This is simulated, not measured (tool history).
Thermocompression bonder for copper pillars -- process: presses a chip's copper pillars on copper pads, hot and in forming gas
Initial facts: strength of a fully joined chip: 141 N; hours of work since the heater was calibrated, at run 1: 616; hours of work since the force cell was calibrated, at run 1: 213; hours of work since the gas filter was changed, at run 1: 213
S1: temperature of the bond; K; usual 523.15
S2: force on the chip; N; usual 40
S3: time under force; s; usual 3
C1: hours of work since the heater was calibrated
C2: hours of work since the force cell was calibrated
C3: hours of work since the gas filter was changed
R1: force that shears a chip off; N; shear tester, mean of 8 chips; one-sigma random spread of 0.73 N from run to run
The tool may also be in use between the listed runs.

run,day,S1,S2,S3,C1,C2,C3,R1
1,0,523.15,40,3,616,213,213,61.3
2,0.725,523.15,40,3,626,222,222,60.8
3,1.342,523.15,40,3,634,231,231,61.7
4,2.212,523.15,40,4,646,243,243,66.7
5,3.388,524.15,40,3,662,259,259,60.5
6,4.712,523.15,40,3,680,277,277,59.4
7,6,523.15,40,3,697,294,294,59.6
# day 6.571: forming gas filter changed
8,7.083,548.15,40,3,712,308,7,81.2
9,8.008,548.15,40,3,724,321,20,81.3
10,8.642,548.15,40,3,733,330,28,82.2
11,9.633,510.15,40,3,747,343,42,56.8
12,10.254,510.15,40,7,755,352,50,75.8
13,10.896,510.15,40,7,764,360,59,76.4
14,12.012,523.15,40,3,779,375,74,63.2
15,12.692,523.15,40,3,788,385,83,63.3
16,13.271,537.15,40,3,796,392,91,72.6
17,14.417,523.15,40,3,811,408,107,62.5
18,15.046,523.15,40,3,820,417,115,62.2
19,16.175,504.15,40,3,835,432,130,50.1
# day 17.112: heater calibrated with a thermocouple chip
20,17.238,530.15,40,8,2,445,144,93.2
21,18.021,530.15,40,8,12,456,154,91.5
22,19.183,504.15,54,3,28,472,170,61.2
23,20.15,504.15,54,3,41,485,183,60.3
24,20.792,499.15,52,5,50,493,192,67.1
25,21.65,499.15,52,5,62,505,204,68.1
26,22.354,512.15,29,3,71,515,213,46.1
27,23.538,495.15,41,5,87,531,229,55.7
28,24.25,523.15,40,6,97,540,239,78.1
29,25.183,538.15,28,4,110,553,252,65.3
30,25.992,538.15,28,4,121,564,263,62.8
31,26.95,502.15,28,4,134,577,276,43.7
32,27.65,502.15,28,4,143,587,285,43.4
33,28.725,533.15,28,2,158,601,300,48
# day 28.862: forming gas filter changed
34,29.779,521.15,28,6,172,615,12,69.8
35,30.712,521.15,43,6,184,628,25,84.8
36,31.496,510.15,39,2,195,639,36,49.3

Predict each of these 5 candidate next runs independently; none follows another, all start after run 36:
A,32.188,525.15,26,6,204,648,45,?
B,32.188,529.15,48,4,204,648,45,?
C,32.188,523.15,31,3,204,648,45,?
D,32.188,510.15,40,3,204,648,45,?
E,32.188,510.15,53,3,204,648,45,?

run,R1
A,69
B,83.2
C,58.4
D,57.4
E,66.6
Stripped of hidden state, with their random variation kept, the same runs would have yielded:
run,R1
A,72.9
B,87.5
C,61.9
D,60.9
E,70.6

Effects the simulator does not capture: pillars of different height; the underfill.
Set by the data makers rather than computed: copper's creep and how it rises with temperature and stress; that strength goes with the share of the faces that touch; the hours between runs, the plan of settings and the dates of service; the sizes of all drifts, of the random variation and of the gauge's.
